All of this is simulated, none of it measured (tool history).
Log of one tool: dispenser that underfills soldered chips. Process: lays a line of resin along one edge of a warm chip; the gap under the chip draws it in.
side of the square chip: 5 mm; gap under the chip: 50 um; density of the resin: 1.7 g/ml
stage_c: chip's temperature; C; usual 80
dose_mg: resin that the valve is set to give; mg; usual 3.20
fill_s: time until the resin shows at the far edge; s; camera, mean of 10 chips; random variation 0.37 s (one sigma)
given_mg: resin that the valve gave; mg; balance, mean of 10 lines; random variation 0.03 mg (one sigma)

run   hour  stage_c  dose_mg  fill_s  given_mg
  1    0.0       80     3.20    28.9      3.05
       2.9  -- new syringe of resin
  2    6.3       80     3.20    25.8      3.06
  3   11.3       80     2.87    31.0      2.69
      14.0  -- new syringe of resin
  4   18.3       80     2.87    27.8      2.68
  5   22.7       80     2.87    31.6      2.70
      25.1  -- new syringe of resin
  6   28.9       80     3.20    25.5      2.96
  7   33.4       80     3.20    29.0      2.97
      36.0  -- new syringe of resin
  8   37.1       80     3.20    23.8      2.96
  9   42.4       80     2.86    29.7      2.65
      47.2  -- new syringe of resin
 10   48.0       80     2.86    25.1      2.59
 11   51.2       82     2.86    26.3      2.62
 12   57.6       82     2.86    31.1      2.64
      58.4  -- new syringe of resin
 13   63.7       82     2.86    25.9      2.60
      66.2  -- dispensing valve cleaned and set on the balance
 14   69.2       82     2.86    29.3      2.84
      70.5  -- new syringe of resin
 15   73.6       82     2.86    23.4      2.84
 16   80.6       82     2.86    29.9      2.83
      81.4  -- new syringe of resin
 17   84.0       82     2.86    23.1      2.84
 18   90.6       82     2.86    29.7      2.84
      92.6  -- new syringe of resin
 19   94.9       90     4.09    15.6      3.99
 20   99.4       90     4.09    18.4      3.96
     103.6  -- new syringe of resin
 21  106.5       82     3.20    23.0      3.13
 22  112.1       77     3.49    33.9      3.40
     114.6  -- new syringe of resin
 23  118.2       66     3.21    48.6      3.15
 24  122.9       74     2.97    40.8      2.86
     125.4  -- new syringe of resin
 25  127.7       82     3.29    22.9      3.19
 26  131.9       82     3.29    26.1      3.17
     136.3  -- new syringe of resin
 27  136.3       65     3.29    45.0      3.18
 28  143.0       90     3.11    19.1      2.93
     147.4  -- new syringe of resin
 29  147.4       90     3.11    15.3      2.98
 30  151.0       85     3.36    20.9      3.22
     158.3  -- new syringe of resin
 31  158.5       66     3.20    43.3      3.07

Run 32 comes next. What will it give?
 32  163.4       85     3.25       ?         ?

Run 32 gave fill_s 22.7 s, given_mg 3.06 mg.
Without the tool's hidden state the same run would have given fill_s 17.7 s, given_mg 3.23 mg.
